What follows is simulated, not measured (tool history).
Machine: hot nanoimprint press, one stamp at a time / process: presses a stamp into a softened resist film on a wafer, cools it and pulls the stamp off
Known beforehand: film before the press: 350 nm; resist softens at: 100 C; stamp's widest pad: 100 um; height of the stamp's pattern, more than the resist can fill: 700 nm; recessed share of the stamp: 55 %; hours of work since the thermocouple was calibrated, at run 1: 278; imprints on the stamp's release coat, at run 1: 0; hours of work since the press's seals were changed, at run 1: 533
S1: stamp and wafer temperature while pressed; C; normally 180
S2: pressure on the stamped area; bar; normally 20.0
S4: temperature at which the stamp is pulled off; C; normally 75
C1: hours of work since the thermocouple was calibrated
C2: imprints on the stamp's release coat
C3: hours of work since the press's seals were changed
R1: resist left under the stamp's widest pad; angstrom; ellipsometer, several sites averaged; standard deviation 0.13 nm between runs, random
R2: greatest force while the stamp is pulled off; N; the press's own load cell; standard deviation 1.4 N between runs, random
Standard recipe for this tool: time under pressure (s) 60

Run 1, hour 0.0: usual settings; C1 278; C2 0; C3 533. Result: R1 1914 angstrom, R2 222 N.
Run 2, hour 57.8: usual settings; C1 302; C2 148; C3 557. Result: R1 1910 angstrom, R2 222 N.
Run 3, hour 128.7: usual settings; C1 332; C2 329; C3 586. Result: R1 1912 angstrom, R2 226 N.
Run 4, hour 170.0: usual settings; C1 349; C2 435; C3 603. Result: R1 1910 angstrom, R2 230 N.
At hour 194.6: plate thermocouple calibrated.
Run 5, hour 221.2: usual settings but time under pressure (s) 79; C1 11; C2 558; C3 623. Result: R1 1795 angstrom, R2 233 N.
Run 6, hour 276.2: usual settings; C1 34; C2 699; C3 646. Result: R1 1951 angstrom, R2 237 N.
Run 7, hour 328.6: usual settings but S2 20.5 bar; C1 55; C2 833; C3 668. Result: R1 1924 angstrom, R2 239 N.
Run 8, hour 367.3: usual settings but S2 20.5 bar; C1 71; C2 932; C3 684. Result: R1 1923 angstrom, R2 240 N.
Run 9, hour 426.5: usual settings but S2 20.5 bar, time under pressure (s) 45; C1 96; C2 1084; C3 708. Result: R1 2091 angstrom, R2 246 N.
Run 10, hour 487.3: usual settings but S2 21.2 bar, time under pressure (s) 45; C1 121; C2 1240; C3 733. Result: R1 2056 angstrom, R2 247 N.
Run 11, hour 559.4: usual settings but S4 67 C; C1 151; C2 1424; C3 763. Result: R1 1942 angstrom, R2 271 N.
Run 12, hour 626.7: usual settings but time under pressure (s) 89; C1 179; C2 1596; C3 791. Result: R1 1717 angstrom, R2 254 N.
At hour 668.2: stamp cleaned and given a new release coat.
Run 13, hour 697.4: usual settings but time under pressure (s) 89; C1 206; C2 75; C3 818. Result: R1 1714 angstrom, R2 222 N.
At hour 733.0: press's hydraulic seals changed and the load cell set to zero.
Run 14, hour 752.3: usual settings but S1 174 C; C1 225; C2 195; C3 8. Result: R1 2228 angstrom, R2 225 N.
Run 15, hour 809.5: usual settings but S1 174 C; C1 249; C2 342; C3 32. Result: R1 2226 angstrom, R2 231 N.
Run 16, hour 881.2: usual settings but S2 13.8 bar, time under pressure (s) 47; C1 278; C2 525; C3 61. Result: R1 2398 angstrom, R2 230 N.
Run 17, hour 918.6: usual settings but S2 13.8 bar, time under pressure (s) 47; C1 294; C2 621; C3 77. Result: R1 2399 angstrom, R2 232 N.
Run 18, hour 966.3: usual settings but time under pressure (s) 119, S4 68 C; C1 314; C2 743; C3 97. Result: R1 1523 angstrom, R2 255 N.
Run 19, hour 1011.0: usual settings but time under pressure (s) 79; C1 332; C2 858; C3 115. Result: R1 1739 angstrom, R2 237 N.
Run 20, hour 1051.9: usual settings but S1 171 C, time under pressure (s) 79; C1 349; C2 962; C3 132. Result: R1 2230 angstrom, R2 240 N.
At hour 1075.6: plate thermocouple calibrated.
Run 21, hour 1119.8: usual settings but S1 187 C, S2 14.4 bar, time under pressure (s) 72, S4 70 C; C1 18; C2 1128; C3 159. Result: R1 1802 angstrom, R2 258 N.
Run 22, hour 1185.4: usual settings but S1 183 C, S2 14.4 bar, time under pressure (s) 72, S4 70 C; C1 45; C2 1296; C3 186. Result: R1 1992 angstrom, R2 260 N.
Run 23, hour 1231.2: usual settings but S1 183 C, S2 14.4 bar, time under pressure (s) 72, S4 70 C; C1 64; C2 1413; C3 205. Result: R1 1992 angstrom, R2 262 N.
Run 24, hour 1274.0: usual settings but S1 182 C, S4 65 C; C1 82; C2 1523; C3 223. Result: R1 1832 angstrom, R2 280 N.
Run 25, hour 1313.7: usual settings but S1 172 C, S2 13.0 bar, time under pressure (s) 80, S4 61 C; C1 99; C2 1625; C3 239. Result: R1 2607 angstrom, R2 288 N.
At hour 1342.2: stamp cleaned and given a new release coat.
Run 26, hour 1365.1: usual settings but S1 169 C, S2 23.6 bar, time under pressure (s) 62; C1 117; C2 59; C3 258. Result: R1 2369 angstrom, R2 225 N.
Run 27, hour 1404.3: usual settings but S1 182 C, S2 25.4 bar, S4 78 C; C1 134; C2 159; C3 274. Result: R1 1610 angstrom, R2 220 N.
Run 28, hour 1473.7: usual settings but time under pressure (s) 58; C1 162; C2 337; C3 303. Result: R1 1946 angstrom, R2 230 N.
Run 29, hour 1526.0: usual settings but S1 191 C, S2 14.3 bar, time under pressure (s) 43; C1 184; C2 471; C3 324. Result: R1 1907 angstrom, R2 232 N.
Run 30, hour 1560.9: usual settings but S2 19.4 bar, S4 69 C; C1 198; C2 560; C3 339. Result: R1 1953 angstrom, R2 247 N.

Predict each of these 4 candidate next runs independently; none follows another, all start after run 30:
Run A, hour 1624.1: usual settings but time under pressure (s) 49, S4 81 C; C1 225; C2 722; C3 365. Result: R1 ?, R2 ?.
Run B, hour 1624.1: usual settings but S2 23.3 bar, time under pressure (s) 46; C1 225; C2 722; C3 365. Result: R1 ?, R2 ?.
Run C, hour 1624.1: usual settings but S1 174 C, S2 31.6 bar, time under pressure (s) 79; C1 225; C2 722; C3 365. Result: R1 ?, R2 ?.
Run D, hour 1624.1: usual settings but S2 19.4 bar, S4 69 C; C1 225; C2 722; C3 365. Result: R1 ?, R2 ?.

run    R1   R2
  A  2041  222
  B  1930  238
  C  1662  235
  D  1950  249
Without the tool's hidden state the same runs would have given:
run    R1   R2
  A  2046  210
  B  1934  225
  C  1663  222
  D  1955  235

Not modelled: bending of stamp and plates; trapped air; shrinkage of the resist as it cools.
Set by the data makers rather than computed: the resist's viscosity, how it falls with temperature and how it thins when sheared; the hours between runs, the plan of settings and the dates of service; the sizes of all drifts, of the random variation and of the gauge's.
